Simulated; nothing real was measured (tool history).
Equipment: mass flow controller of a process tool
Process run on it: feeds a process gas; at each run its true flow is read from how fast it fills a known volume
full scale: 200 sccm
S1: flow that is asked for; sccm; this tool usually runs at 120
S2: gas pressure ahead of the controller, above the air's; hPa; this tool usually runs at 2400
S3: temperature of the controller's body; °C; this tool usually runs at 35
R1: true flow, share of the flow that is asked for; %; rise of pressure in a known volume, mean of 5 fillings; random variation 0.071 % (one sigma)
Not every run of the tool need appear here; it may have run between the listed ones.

run    hour   S1    S2  S3      R1
  1     0.0  120  2400  35  100.99
  2   113.6  120  2400  35  101.16
  3   181.3  120  2400  35  101.32
  4   262.1  167  2400  35  101.33
  5   377.5  167  2400  35  101.47
  6   467.6  120  2400  35  101.19
  7   574.7  120  2400  35  101.41
  8   693.5  120  2400  35  101.53
  9   811.0  120  2400  35  101.59
 10   893.0  120  2400  35  101.41
 11  1000.6  120  2400  35  101.49
     1008.8  -- controller's zero set anew
 12  1050.2  120  2400  35  101.73
 13  1105.3   41  1540  23  103.91
 14  1207.9   41  1540  32  104.42
 15  1267.2   74  2160  37  102.60
 16  1333.8  121  2230  20  101.10
 17  1418.3  121  2230  20  101.18
 18  1516.2  121  2230  20  101.07
 19  1606.6  121  2230  20  101.34

Here are 3 independent what-if runs from the current tool condition. What would each one return?
     1622.9  -- controller's zero set anew, once more
  A  1668.0  180  1490  20   ?
     1622.9  -- controller's zero set anew, once more
  B  1668.0  100  1690  25   ?
     1622.9  -- controller's zero set anew, once more
  C  1668.0   31  2230  34   ?

run      R1
  A  100.42
  B   99.94
  C   99.74
With the hidden condition removed and each run's random variation left untouched, the same runs would have given:
run     R1
  A  99.68
  B  99.18
  C  98.87
